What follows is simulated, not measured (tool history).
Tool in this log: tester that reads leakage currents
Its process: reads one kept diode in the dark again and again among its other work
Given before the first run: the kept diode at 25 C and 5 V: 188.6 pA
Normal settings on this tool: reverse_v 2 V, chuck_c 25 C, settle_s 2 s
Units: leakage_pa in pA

| run | day | reverse_v | chuck_c | settle_s | leakage_pa |
|---|---|---|---|---|---|
| 1 | 0 | 2 | 25 | 2 | 138.51 |
| 2 | 8.2 | 2 | 25 | 2 | 139.98 |
| 3 | 17.275 | 2 | 25 | 2 | 140.95 |
| 4 | 23.388 | 2 | 25 | 2 | 141.02 |
| 5 | 28.325 | 2 | 25 | 2 | 141.91 |
| 6 | 35.104 | 2 | 25 | 2 | 142.34 |
| 7 | 41.475 | 2.68 | 30 | 0.93 | 235.92 |
| 8 | 47.754 | 8.66 | 20 | 2.58 | 177.31 |
| 9 | 55.079 | 8.66 | 20 | 2.58 | 178.46 |
| 10 | 59.846 | 8.66 | 20 | 2.58 | 181.05 |
| 11 | 64.025 | 1.33 | 49 | 1.43 | 658.66 |

Withheld: 1 entry from between the runs. Position of each, and hidden state at the listed run before versus the listed run after:
Run 7 -> run 8: probe card cleaned and baked (day 47.062)
  stray current of the dirty probe card, pA a volt: 1.652 -> 0.031; current scale over the true one, %: -1.43 -> -1.48; true chuck temperature over the reading, C: 1.34 -> 1.39
  measured minus no-state result, leakage_pa: +23.22 -> +16.29 pA
